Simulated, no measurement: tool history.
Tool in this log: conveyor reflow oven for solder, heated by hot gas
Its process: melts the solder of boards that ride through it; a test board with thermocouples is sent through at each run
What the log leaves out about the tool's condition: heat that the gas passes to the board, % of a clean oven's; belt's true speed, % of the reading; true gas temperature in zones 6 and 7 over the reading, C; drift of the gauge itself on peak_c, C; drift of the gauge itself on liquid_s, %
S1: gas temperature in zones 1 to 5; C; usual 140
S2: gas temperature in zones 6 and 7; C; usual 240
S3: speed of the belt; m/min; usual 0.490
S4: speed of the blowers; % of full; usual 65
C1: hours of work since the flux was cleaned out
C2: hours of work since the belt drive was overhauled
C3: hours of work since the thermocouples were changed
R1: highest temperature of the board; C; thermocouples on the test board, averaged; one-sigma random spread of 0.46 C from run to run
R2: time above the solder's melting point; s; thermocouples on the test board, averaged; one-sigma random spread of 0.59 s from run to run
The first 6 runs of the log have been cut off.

run,hour,S1,S2,S3,S4,C1,C2,C3,R1,R2
7,339.7,140,240,0.490,89,371,1189,433,230.2,86.0
8,406.2,140,248,0.490,65,399,1217,462,233.6,87.3
# hour 442.2: flux residue cleaned out of gas plates and filters
9,464.6,140,248,0.490,65,9,1239,484,232.6,87.5
10,516.7,140,239,0.490,65,31,1261,506,225.8,81.9
11,594.2,140,233,0.490,65,64,1294,539,220.2,78.1
12,659.3,140,233,0.490,65,92,1322,566,219.9,77.2
# hour 682.2: belt drive overhauled, speed set with a stopwatch
13,721.1,125,240,0.490,65,116,16,591,223.0,74.4
14,796.1,125,240,0.490,65,148,48,622,223.2,74.2
15,850.2,125,240,0.490,65,171,71,645,224.0,74.6
16,928.7,128,240,0.490,65,204,104,678,224.5,76.6
17,982.5,152,240,0.565,65,227,127,701,223.0,74.4
18,1029.5,152,240,0.565,65,246,147,721,223.3,74.9
19,1064.7,140,240,0.490,55,261,162,736,222.9,78.4
20,1114.2,140,240,0.490,60,282,183,757,224.5,81.7
21,1195.2,140,240,0.490,60,316,217,791,224.5,82.1
22,1275.0,141,245,0.455,60,350,250,825,231.5,93.5
23,1329.8,141,245,0.455,60,373,274,848,232.1,93.5
24,1411.2,125,240,0.490,65,408,308,882,223.2,75.1
# hour 1427.6: flux residue cleaned out of gas plates and filters
25,1464.5,125,240,0.490,65,16,328,903,223.4,75.3
26,1534.7,129,234,0.465,65,45,358,932,220.7,78.2
27,1597.2,129,234,0.465,65,72,384,959,220.2,78.2
28,1639.4,129,234,0.465,65,89,402,977,220.1,77.5
29,1680.0,129,253,0.465,70,107,419,994,239.4,91.9
# hour 1757.7: thermocouples of zones 6 and 7 changed
30,1763.9,146,248,0.490,65,141,454,3,233.8,89.8

Here are 5 independent what-if runs from the current tool condition. What would each one return?
A,1829.7,136,248,0.490,65,169,482,30,?,?
B,1829.7,146,230,0.533,65,169,482,30,?,?
C,1829.7,140,240,0.540,65,169,482,30,?,?
D,1829.7,128,248,0.423,83,169,482,30,?,?
E,1829.7,146,243,0.477,65,169,482,30,?,?

run,R1,R2
A,232.7,85.0
B,215.2,70.5
C,223.0,71.2
D,240.0,101.8
E,230.5,91.0
With no hidden state in the tool, these same runs would have given:
run,R1,R2
A,232.8,85.0
B,215.2,70.5
C,223.1,71.2
D,240.0,101.8
E,230.5,91.0
